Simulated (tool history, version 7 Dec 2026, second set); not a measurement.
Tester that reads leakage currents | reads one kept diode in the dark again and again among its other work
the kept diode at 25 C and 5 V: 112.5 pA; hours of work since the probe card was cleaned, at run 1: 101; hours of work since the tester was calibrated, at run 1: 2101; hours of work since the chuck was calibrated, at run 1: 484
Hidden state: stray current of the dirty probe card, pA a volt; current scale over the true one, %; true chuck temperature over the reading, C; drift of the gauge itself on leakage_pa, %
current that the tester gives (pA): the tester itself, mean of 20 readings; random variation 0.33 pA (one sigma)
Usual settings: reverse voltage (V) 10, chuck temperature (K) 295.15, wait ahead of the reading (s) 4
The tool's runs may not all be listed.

run,hour,reverse voltage (V),chuck temperature (K),wait ahead of the reading (s),hours of work since the probe card was cleaned,hours of work since the tester was calibrated,hours of work since the chuck was calibrated,current that the tester gives (pA)
1,0,10,295.15,4,101,2101,484,114.65
2,161.1,1.6,295.15,4,206,2205,589,59.9
3,398.6,1.6,295.15,4,359,2359,742,60.43
4,599.6,1.6,295.15,4,489,2489,872,61.92
5,744.5,1.6,295.15,4,583,2583,966,62.08
6,916.8,1.6,295.15,0.82,694,2694,1077,63.31
7,1016.7,1.6,295.15,0.82,759,2759,1142,63.93
8,1121.4,10,295.15,5.62,827,2827,1210,125.49
9,1351,10,295.15,5.62,975,2975,1358,128.19
# hour 1539.3: tester calibrated
10,1576.5,10,295.15,5.62,1120,24,1503,134.12
11,1726.3,10,295.15,5.62,1217,121,1600,135.64
12,1917.6,10,295.15,4,1341,245,1724,137.55
13,2097.3,10,295.15,4,1457,361,1840,139.8
# hour 2161.7: chuck's temperature calibrated
14,2286.3,10,295.15,4,1578,482,81,118.95
15,2473.5,10,295.15,4,1699,603,202,120.13
16,2605.2,10,295.15,4,1784,688,287,122.21
17,2805.5,10,295.15,4,1914,818,416,124.71
18,3033.6,10,295.15,5.7,2061,965,564,126.86
19,3167.4,10,295.15,4,2148,1052,651,128.19
20,3349.2,1,293.15,1.01,2265,1170,768,43.73
21,3545.9,1,296.15,0.69,2393,1297,895,58.65
22,3654.1,1,296.15,0.69,2463,1367,965,58.99
23,3807.5,8,329.15,7.3,2562,1466,1065,2023.5
24,4033.3,8.1,295.15,2.51,2708,1612,1211,126.31
# hour 4050.4: probe card cleaned and baked
25,4208.5,4.5,319.15,6.23,102,1723,1322,767.74
26,4317.2,4.5,319.15,6.23,173,1794,1392,768.2
27,4456.4,4.5,319.15,6.23,263,1884,1482,775.46
28,4650.5,16.4,332.15,6.23,388,2009,1608,3404.68
29,4796.6,12.1,307.15,0.52,483,2104,1703,434.66
30,4896.1,12.1,307.15,0.52,547,2168,1767,437.03
# hour 5078.2: chuck's temperature calibrated
31,5107.8,9.4,295.15,6.41,683,2304,19,128.93
32,5257.9,9.4,332.15,6.41,780,2401,116,2487.42
# hour 5347.2: probe card cleaned and baked, once more
33,5465.7,7.2,302.15,0.4,77,2534,249,189.15
34,5637.6,6.7,302.15,7.65,188,2645,360,181.28
35,5750.4,10,317.15,2.21,261,2718,433,781.72
36,5978.6,10,330.15,5.21,408,2865,581,2230.45
37,6092.9,6.5,324.15,4.81,482,2939,654,1202.21
38,6291.6,4.4,295.15,1.02,611,3068,783,86.67

Forecast each of these 3 alternatives for the next run:
# hour 6346.5: tester calibrated
A,6483.4,3.5,295.15,0.72,734,89,906,?
# hour 6346.5: tester calibrated
B,6483.4,2.7,301.15,1.02,734,89,906,?
# hour 6346.5: tester calibrated
C,6483.4,9.4,311.15,1.02,734,89,906,?

run,current that the tester gives (pA)
A,83.21
B,130.05
C,492.17
Without the tool's hidden state the same runs would have given:
run,current that the tester gives (pA)
A,75.85
B,120.16
C,457.09

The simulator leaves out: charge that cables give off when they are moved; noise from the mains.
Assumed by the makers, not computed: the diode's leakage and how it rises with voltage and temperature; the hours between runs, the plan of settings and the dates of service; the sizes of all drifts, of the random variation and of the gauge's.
